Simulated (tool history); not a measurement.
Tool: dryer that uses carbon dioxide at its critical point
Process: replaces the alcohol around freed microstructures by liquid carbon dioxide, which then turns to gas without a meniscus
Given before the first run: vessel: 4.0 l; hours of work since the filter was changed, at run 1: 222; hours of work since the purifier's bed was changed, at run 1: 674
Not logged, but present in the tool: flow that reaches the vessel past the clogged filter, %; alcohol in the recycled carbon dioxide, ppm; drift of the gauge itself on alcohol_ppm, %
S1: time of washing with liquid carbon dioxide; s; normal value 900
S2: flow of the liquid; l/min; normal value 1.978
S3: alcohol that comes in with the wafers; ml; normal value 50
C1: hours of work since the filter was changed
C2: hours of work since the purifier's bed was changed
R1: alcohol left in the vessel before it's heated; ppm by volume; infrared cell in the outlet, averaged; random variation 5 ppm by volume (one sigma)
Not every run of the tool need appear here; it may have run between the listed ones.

run,day,S1,S2,S3,C1,C2,R1
1,0,900,1.978,50,222,674,106
# day 0.308: inlet filter changed
2,1.608,900,1.978,50,21,700,84
3,2.442,900,1.978,50,34,713,80
4,4.104,900,3,50,61,740,76
5,5.425,900,3,50,83,761,77
6,6.425,900,3,50,99,777,65
7,7.25,900,1.978,50,112,791,94
8,8.708,900,1.978,50,135,814,101
9,9.675,900,1.978,50,151,830,111
10,11.017,900,1.22,50,173,851,421
11,12.45,960,1.978,50,196,875,98
12,14.088,900,1.978,50,222,901,120
# day 14.375: inlet filter changed
13,15.825,900,1.978,88,23,928,124
14,17.129,900,1.82,50,44,949,113
15,18.783,900,1.978,50,71,976,109
16,20.088,900,1.73,50,92,997,147
17,20.942,780,1.73,50,106,1011,208
18,21.858,900,2.14,50,121,1026,98
19,23.221,900,2.14,50,143,1048,108
20,24.721,600,2.35,42,167,1072,186
21,26.442,600,2.35,24,195,1099,154
22,27.921,900,1.53,35,218,1123,209
# day 28.362: inlet filter changed
23,29.55,600,1.978,50,19,1149,263
24,31,1080,3.09,115,43,1172,96
25,32.75,1080,1.23,24,71,1201,158
26,33.971,900,2.85,91,90,1220,98
27,35.608,660,2.85,91,117,1247,133
28,36.388,660,2.85,91,129,1259,149
29,37.154,660,2.39,59,142,1272,174
30,38.417,660,2.39,59,162,1292,186
31,39.162,600,3.21,33,174,1304,125
32,40.283,600,3.21,33,192,1322,127
33,42.029,720,1.9,77,220,1350,359
# day 42.317: inlet filter changed
34,43.133,720,1.9,77,13,1367,246
# day 44.062: purifier's bed changed
35,44.892,840,1.82,50,40,13,66
36,45.767,840,1.82,50,54,27,64

Predict each of these 5 candidate next runs independently; none follows another, all start after run 36:
A,47.125,600,2.91,53,76,49,?
B,47.125,720,1.77,39,76,49,?
C,47.125,780,1.24,76,76,49,?
D,47.125,540,1.31,20,76,49,?
E,47.125,900,2.66,30,76,49,?

run,R1
A,39
B,126
C,689
D,440
E,7
Take away the tool's hidden state, keep each run's random variation, and the runs would have read:
run,R1
A,28
B,98
C,579
D,385
E,3
